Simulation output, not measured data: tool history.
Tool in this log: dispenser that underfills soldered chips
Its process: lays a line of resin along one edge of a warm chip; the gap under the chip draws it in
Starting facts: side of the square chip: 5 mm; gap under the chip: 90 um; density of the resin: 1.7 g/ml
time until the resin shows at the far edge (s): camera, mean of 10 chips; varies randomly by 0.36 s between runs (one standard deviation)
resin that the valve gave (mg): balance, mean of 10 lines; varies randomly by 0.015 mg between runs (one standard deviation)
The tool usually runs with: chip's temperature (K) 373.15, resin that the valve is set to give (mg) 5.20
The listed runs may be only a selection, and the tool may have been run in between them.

run,hour,chip's temperature (K),resin that the valve is set to give (mg),time until the resin shows at the far edge (s),resin that the valve gave (mg)
1,0.0,373.15,5.20,36.0,5.20
# hour 2.5: new syringe of resin
2,5.6,373.15,5.20,22.2,5.21
3,13.5,373.15,5.20,32.3,5.19
# hour 17.6: new syringe of resin
4,21.9,380.15,5.20,16.8,5.16
5,27.4,373.15,5.20,30.7,5.17
# hour 32.5: new syringe of resin
6,35.2,373.15,5.20,21.7,5.15
7,43.5,372.15,5.20,34.2,5.13
# hour 47.4: new syringe of resin
8,49.8,372.15,5.20,22.5,5.16
9,53.3,372.15,5.20,26.3,5.11
10,59.3,365.15,5.20,49.7,5.12
# hour 62.4: new syringe of resin
11,63.7,365.15,5.20,27.8,5.10
12,68.5,365.15,5.20,36.2,5.07
# hour 77.4: new syringe of resin
13,77.5,365.15,5.20,26.3,5.10
14,82.1,373.15,5.20,23.5,5.06
15,90.8,373.15,5.20,36.2,5.04
# hour 92.3: new syringe of resin
16,97.2,373.15,5.20,23.1,5.03
17,103.3,373.15,5.20,32.5,5.03
# hour 107.1: new syringe of resin
18,108.1,373.15,5.20,19.7,5.03
19,115.5,364.15,5.38,42.5,5.21
# hour 122.3: new syringe of resin
20,122.8,364.15,5.38,27.3,5.20
# hour 125.7: dispensing valve cleaned and set on the balance
21,131.1,377.15,5.10,22.5,5.09
# hour 138.4: new syringe of resin
22,139.6,377.15,5.10,16.1,5.07
23,143.2,373.15,4.90,22.9,4.87
24,149.0,364.15,6.58,44.8,6.51
# hour 153.2: new syringe of resin
25,153.4,364.15,6.58,26.0,6.55
26,161.9,360.15,4.43,55.1,4.37
27,165.9,381.15,4.43,25.7,4.37
# hour 168.2: new syringe of resin
28,170.1,381.15,4.43,15.0,4.39
29,177.6,385.15,4.56,18.9,4.51
# hour 183.5: new syringe of resin
30,184.3,385.15,4.56,11.2,4.46
31,191.1,387.15,5.52,14.2,5.42
32,197.2,387.15,5.52,19.4,5.39
# hour 198.6: new syringe of resin
33,206.1,387.15,5.52,13.9,5.38
34,210.8,375.15,5.20,29.7,5.06
# hour 213.5: new syringe of resin
35,215.4,364.15,5.53,28.7,5.39
36,222.1,358.15,5.17,55.8,5.04

The same runs without the tool's hidden state, with the same run-to-run variation:
Hidden state present: resin's viscosity, % of fresh resin's; dose that the valve gives, % of what is set; true chip temperature over the reading, C; drift of the gauge itself on fill_s, %; drift of the gauge itself on given_mg, %.
run,time until the resin shows at the far edge (s),resin that the valve gave (mg)
1,19.6,5.19
2,20.2,5.21
3,19.5,5.20
4,14.2,5.18
5,19.5,5.20
6,20.3,5.20
7,20.5,5.18
8,21.0,5.23
9,20.3,5.18
10,28.4,5.20
11,28.4,5.19
12,28.7,5.16
13,28.2,5.21
14,19.8,5.17
15,19.1,5.17
16,19.5,5.16
17,19.9,5.18
18,20.0,5.19
19,29.6,5.38
20,28.7,5.38
21,16.1,5.09
22,16.7,5.09
23,19.6,4.89
24,28.3,6.56
25,28.5,6.60
26,38.4,4.42
27,14.3,4.43
28,14.9,4.45
29,12.8,4.59
30,11.8,4.54
31,10.5,5.53
32,10.2,5.52
33,10.4,5.52
34,17.6,5.19
35,29.0,5.54
36,39.6,5.20

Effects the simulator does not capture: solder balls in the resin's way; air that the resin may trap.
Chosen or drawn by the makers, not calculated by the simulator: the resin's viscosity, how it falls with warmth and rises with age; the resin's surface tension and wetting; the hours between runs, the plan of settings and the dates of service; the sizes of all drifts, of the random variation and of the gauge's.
